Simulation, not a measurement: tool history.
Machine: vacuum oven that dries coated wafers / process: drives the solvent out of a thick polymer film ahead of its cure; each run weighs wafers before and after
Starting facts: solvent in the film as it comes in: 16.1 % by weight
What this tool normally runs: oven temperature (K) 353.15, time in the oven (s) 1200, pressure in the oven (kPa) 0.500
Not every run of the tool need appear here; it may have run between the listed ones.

run,hour,oven temperature (K),time in the oven (s),pressure in the oven (kPa),solvent left in the film (%)
1,0.0,353.15,1200,0.500,2.47
2,18.9,353.15,1200,0.500,2.45
3,41.7,353.15,1200,0.669,2.59
4,55.1,353.15,1200,0.669,2.54
5,69.9,353.15,1200,0.669,2.56
6,94.4,353.15,1200,0.669,2.53
7,116.6,353.15,720,0.500,4.62
# hour 120.1: vacuum gauge cleaned of residue and calibrated
8,147.9,353.15,720,0.500,4.61
9,167.8,353.15,720,0.383,4.59
10,183.9,357.15,2040,1.190,1.25
11,212.2,357.15,1200,0.345,1.71
12,231.0,367.15,840,0.489,1.54
# hour 233.9: vacuum gauge cleaned of residue and calibrated, once more
13,251.2,348.15,840,1.536,5.68
14,264.9,348.15,840,1.536,5.64
15,284.9,348.15,840,1.536,5.74
16,299.1,348.15,840,1.536,5.74

Here are 4 independent what-if runs from the current tool condition. What would each one return?
A,314.8,351.15,1200,0.495,?
B,314.8,360.15,840,1.536,?
C,314.8,346.15,1860,1.067,?
D,314.8,353.15,1560,0.500,?

run,solvent left in the film (%)
A,2.73
B,3.15
C,2.68
D,1.50
With the hidden condition removed and each run's random variation left untouched, the same runs would have given:
run,solvent left in the film (%)
A,2.74
B,3.16
C,2.69
D,1.51

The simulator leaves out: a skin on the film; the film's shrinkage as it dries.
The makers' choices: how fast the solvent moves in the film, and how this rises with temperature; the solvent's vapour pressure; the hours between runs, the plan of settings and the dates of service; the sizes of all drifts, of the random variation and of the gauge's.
